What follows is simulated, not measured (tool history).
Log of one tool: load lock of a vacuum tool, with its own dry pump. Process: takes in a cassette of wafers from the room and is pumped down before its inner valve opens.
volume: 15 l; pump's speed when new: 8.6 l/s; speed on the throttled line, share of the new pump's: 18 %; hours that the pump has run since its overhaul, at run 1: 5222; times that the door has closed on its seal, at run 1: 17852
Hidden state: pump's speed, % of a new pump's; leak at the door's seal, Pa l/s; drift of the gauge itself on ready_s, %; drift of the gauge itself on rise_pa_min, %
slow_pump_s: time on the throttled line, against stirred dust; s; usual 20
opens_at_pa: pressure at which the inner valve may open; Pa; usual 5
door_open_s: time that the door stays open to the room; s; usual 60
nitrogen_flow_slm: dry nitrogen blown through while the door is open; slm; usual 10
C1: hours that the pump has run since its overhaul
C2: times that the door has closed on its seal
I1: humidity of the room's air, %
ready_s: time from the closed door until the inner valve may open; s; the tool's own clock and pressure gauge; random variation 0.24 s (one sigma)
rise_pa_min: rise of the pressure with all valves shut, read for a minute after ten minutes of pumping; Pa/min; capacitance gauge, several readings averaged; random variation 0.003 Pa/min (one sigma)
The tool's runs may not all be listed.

run 1 day=0 | slow_pump_s=20 opens_at_pa=5 door_open_s=60 nitrogen_flow_slm=10 | C1=5222 C2=17852 | I1=47.5 | ready_s=34.7 rise_pa_min=0.36
run 2 day=5.429 | slow_pump_s=20 opens_at_pa=5 door_open_s=60 nitrogen_flow_slm=10 | C1=5352 C2=18062 | I1=44.1 | ready_s=34.6 rise_pa_min=0.372
run 3 day=9.696 | slow_pump_s=20 opens_at_pa=5 door_open_s=60 nitrogen_flow_slm=10 | C1=5455 C2=18228 | I1=45.3 | ready_s=35.1 rise_pa_min=0.383
run 4 day=14.679 | slow_pump_s=20 opens_at_pa=5 door_open_s=60 nitrogen_flow_slm=10 | C1=5574 C2=18422 | I1=45.6 | ready_s=34.9 rise_pa_min=0.389
run 5 day=19.088 | slow_pump_s=20 opens_at_pa=5 door_open_s=60 nitrogen_flow_slm=10 | C1=5680 C2=18593 | I1=47.5 | ready_s=34.8 rise_pa_min=0.396
run 6 day=22.867 | slow_pump_s=20 opens_at_pa=5 door_open_s=60 nitrogen_flow_slm=10 | C1=5771 C2=18740 | I1=47.2 | ready_s=34.7 rise_pa_min=0.401
run 7 day=25.758 | slow_pump_s=20 opens_at_pa=5 door_open_s=60 nitrogen_flow_slm=10 | C1=5840 C2=18852 | I1=42.9 | ready_s=35 rise_pa_min=0.396
run 8 day=28.821 | slow_pump_s=20 opens_at_pa=5 door_open_s=60 nitrogen_flow_slm=10 | C1=5914 C2=18971 | I1=41.4 | ready_s=34.4 rise_pa_min=0.401
run 9 day=31.371 | slow_pump_s=20 opens_at_pa=5 door_open_s=60 nitrogen_flow_slm=10 | C1=5975 C2=19070 | I1=47.1 | ready_s=35.3 rise_pa_min=0.415
run 10 day=34.204 | slow_pump_s=20 opens_at_pa=5 door_open_s=60 nitrogen_flow_slm=42 | C1=6043 C2=19181 | I1=50.9 | ready_s=35.1 rise_pa_min=0.399
run 11 day=37.288 | slow_pump_s=20 opens_at_pa=5 door_open_s=60 nitrogen_flow_slm=42 | C1=6117 C2=19300 | I1=40.8 | ready_s=34.6 rise_pa_min=0.391
run 12 day=42.421 | slow_pump_s=20 opens_at_pa=7 door_open_s=60 nitrogen_flow_slm=42 | C1=6240 C2=19500 | I1=47 | ready_s=34.4 rise_pa_min=0.406
run 13 day=46.071 | slow_pump_s=20 opens_at_pa=7 door_open_s=60 nitrogen_flow_slm=42 | C1=6328 C2=19641 | I1=42.7 | ready_s=34.6 rise_pa_min=0.408
run 14 day=49.754 | slow_pump_s=20 opens_at_pa=7 door_open_s=60 nitrogen_flow_slm=42 | C1=6416 C2=19785 | I1=42.9 | ready_s=34.3 rise_pa_min=0.404
run 15 day=54.017 | slow_pump_s=20 opens_at_pa=7 door_open_s=60 nitrogen_flow_slm=42 | C1=6518 C2=19950 | I1=46 | ready_s=34.6 rise_pa_min=0.414
run 16 day=59.283 | slow_pump_s=20 opens_at_pa=7 door_open_s=60 nitrogen_flow_slm=42 | C1=6645 C2=20155 | I1=46.3 | ready_s=34.4 rise_pa_min=0.426
run 17 day=62.529 | slow_pump_s=32 opens_at_pa=5 door_open_s=60 nitrogen_flow_slm=10 | C1=6723 C2=20281 | I1=47.7 | ready_s=44.8 rise_pa_min=0.459
run 18 day=67.208 | slow_pump_s=32 opens_at_pa=5 door_open_s=140 nitrogen_flow_slm=10 | C1=6835 C2=20463 | I1=47 | ready_s=45.1 rise_pa_min=0.466
run 19 day=70.675 | slow_pump_s=20 opens_at_pa=5 door_open_s=60 nitrogen_flow_slm=17 | C1=6918 C2=20597 | I1=44.1 | ready_s=34.9 rise_pa_min=0.446
run 20 day=74.612 | slow_pump_s=20 opens_at_pa=5 door_open_s=60 nitrogen_flow_slm=17 | C1=7013 C2=20751 | I1=42 | ready_s=34.9 rise_pa_min=0.446
run 21 day=78.054 | slow_pump_s=20 opens_at_pa=5 door_open_s=69 nitrogen_flow_slm=6 | C1=7095 C2=20884 | I1=45.8 | ready_s=34.8 rise_pa_min=0.473
run 22 day=82.292 | slow_pump_s=20 opens_at_pa=5 door_open_s=60 nitrogen_flow_slm=10 | C1=7197 C2=21049 | I1=44.4 | ready_s=35.3 rise_pa_min=0.472
run 23 day=85.892 | slow_pump_s=20 opens_at_pa=5 door_open_s=66 nitrogen_flow_slm=10 | C1=7283 C2=21189 | I1=43.9 | ready_s=35.1 rise_pa_min=0.479
run 24 day=88.138 | slow_pump_s=20 opens_at_pa=5 door_open_s=66 nitrogen_flow_slm=10 | C1=7337 C2=21276 | I1=40.9 | ready_s=35.1 rise_pa_min=0.476
run 25 day=93.412 | slow_pump_s=20 opens_at_pa=5 door_open_s=66 nitrogen_flow_slm=4 | C1=7464 C2=21481 | I1=45.6 | ready_s=35.3 rise_pa_min=0.504
run 26 day=96.375 | slow_pump_s=40 opens_at_pa=4 door_open_s=66 nitrogen_flow_slm=4 | C1=7535 C2=21596 | I1=46.4 | ready_s=52 rise_pa_min=0.497
run 27 day=99.512 | slow_pump_s=20 opens_at_pa=5 door_open_s=60 nitrogen_flow_slm=24 | C1=7610 C2=21718 | I1=43.4 | ready_s=35.1 rise_pa_min=0.488
run 28 day=102.996 | slow_pump_s=20 opens_at_pa=5 door_open_s=105 nitrogen_flow_slm=24 | C1=7694 C2=21853 | I1=46.9 | ready_s=35.7 rise_pa_min=0.494
run 29 day=107.733 | slow_pump_s=20 opens_at_pa=5 door_open_s=105 nitrogen_flow_slm=24 | C1=7808 C2=22037 | I1=45.2 | ready_s=35.6 rise_pa_min=0.499
run 30 day=113.188 | slow_pump_s=20 opens_at_pa=5 door_open_s=60 nitrogen_flow_slm=27 | C1=7939 C2=22249 | I1=41.5 | ready_s=35 rise_pa_min=0.498
run 31 day=117.571 | slow_pump_s=31 opens_at_pa=6 door_open_s=39 nitrogen_flow_slm=5 | C1=8044 C2=22419 | I1=43.8 | ready_s=44.2 rise_pa_min=0.512
run 32 day=122.729 | slow_pump_s=31 opens_at_pa=6 door_open_s=39 nitrogen_flow_slm=5 | C1=8168 C2=22620 | I1=47.1 | ready_s=43.8 rise_pa_min=0.533
run 33 day=126.017 | slow_pump_s=16 opens_at_pa=6 door_open_s=42 nitrogen_flow_slm=10 | C1=8246 C2=22748 | I1=41.4 | ready_s=31.7 rise_pa_min=0.529
run 34 day=130.229 | slow_pump_s=16 opens_at_pa=6 door_open_s=42 nitrogen_flow_slm=10 | C1=8348 C2=22911 | I1=45.4 | ready_s=32.1 rise_pa_min=0.526
run 35 day=132.617 | slow_pump_s=16 opens_at_pa=6 door_open_s=42 nitrogen_flow_slm=10 | C1=8405 C2=23004 | I1=46.7 | ready_s=32.1 rise_pa_min=0.534
run 36 day=136.533 | slow_pump_s=16 opens_at_pa=6 door_open_s=42 nitrogen_flow_slm=10 | C1=8499 C2=23156 | I1=45.2 | ready_s=31.6 rise_pa_min=0.536
run 37 day=141.588 | slow_pump_s=20 opens_at_pa=4 door_open_s=32 nitrogen_flow_slm=21 | C1=8620 C2=23353 | I1=43.8 | ready_s=36.6 rise_pa_min=0.538
run 38 day=144.592 | slow_pump_s=20 opens_at_pa=4 door_open_s=32 nitrogen_flow_slm=21 | C1=8692 C2=23469 | I1=46.9 | ready_s=36 rise_pa_min=0.547

Measured less the same run without the tool's hidden state. The same run-to-run variation is in both; the gauge's scatter may not be:
run=1 ready_s=+1 rise_pa_min=+0.316
run=2 ready_s=+1 rise_pa_min=+0.329
run=3 ready_s=+1 rise_pa_min=+0.333
run=4 ready_s=+1.1 rise_pa_min=+0.34
run=5 ready_s=+1.1 rise_pa_min=+0.346
run=6 ready_s=+1 rise_pa_min=+0.35
run=7 ready_s=+1.1 rise_pa_min=+0.352
run=8 ready_s=+1.1 rise_pa_min=+0.357
run=9 ready_s=+1.2 rise_pa_min=+0.366
run=10 ready_s=+1.1 rise_pa_min=+0.367
run=11 ready_s=+1.1 rise_pa_min=+0.362
run=12 ready_s=+1.1 rise_pa_min=+0.378
run=13 ready_s=+1.2 rise_pa_min=+0.381
run=14 ready_s=+1.2 rise_pa_min=+0.375
run=15 ready_s=+1.2 rise_pa_min=+0.38
run=16 ready_s=+1.2 rise_pa_min=+0.394
run=17 ready_s=+1 rise_pa_min=+0.402
run=18 ready_s=+1.1 rise_pa_min=+0.403
run=19 ready_s=+1.3 rise_pa_min=+0.408
run=20 ready_s=+1.4 rise_pa_min=+0.405
run=21 ready_s=+1.3 rise_pa_min=+0.415
run=22 ready_s=+1.4 rise_pa_min=+0.422
run=23 ready_s=+1.4 rise_pa_min=+0.423
run=24 ready_s=+1.4 rise_pa_min=+0.43
run=25 ready_s=+1.4 rise_pa_min=+0.441
run=26 ready_s=+1.1 rise_pa_min=+0.431
run=27 ready_s=+1.5 rise_pa_min=+0.452
run=28 ready_s=+1.5 rise_pa_min=+0.446
run=29 ready_s=+1.5 rise_pa_min=+0.456
run=30 ready_s=+1.5 rise_pa_min=+0.466
run=31 ready_s=+1.3 rise_pa_min=+0.467
run=32 ready_s=+1.3 rise_pa_min=+0.484
run=33 ready_s=+1.6 rise_pa_min=+0.484
run=34 ready_s=+1.7 rise_pa_min=+0.485
run=35 ready_s=+1.7 rise_pa_min=+0.49
run=36 ready_s=+1.7 rise_pa_min=+0.492
run=37 ready_s=+1.8 rise_pa_min=+0.506
run=38 ready_s=+1.7 rise_pa_min=+0.511
